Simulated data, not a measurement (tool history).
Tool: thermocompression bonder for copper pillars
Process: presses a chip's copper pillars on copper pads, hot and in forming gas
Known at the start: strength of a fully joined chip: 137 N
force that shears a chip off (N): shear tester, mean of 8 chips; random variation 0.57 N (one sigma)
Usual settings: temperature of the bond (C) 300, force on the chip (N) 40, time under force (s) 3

run	hour	temperature of the bond (C)	force on the chip (N)	time under force (s)	force that shears a chip off (N)
1	0	300	40	3	79.2
2	28.2	300	40	3	77.6
3	43	300	40	3	79.2
4	64.8	300	40	8	102.7
5	79.7	300	40	8	101.8
6	104.2	300	40	2	69.7
7	125.2	300	40	2	70
8	157.1	300	40	2	69.9
9	183.8	300	47	3	90.3
10	203	300	47	3	89.4
11	220.4	300	43	3	83.4
12	246	300	40	6	95
13	265.2	300	26	3	53.2
# hour 274.9: forming gas filter changed
14	297.4	300	29	2	52.4
15	319.2	330	44	7	121

Forecast run 16:
# hour 329.9: force cell calibrated
16	339.1	292	58	3	?

{"run 16": {"force that shears a chip off (N)": 96.3}}
Without the tool's hidden state the same run would have given force that shears a chip off (N) 92.1.
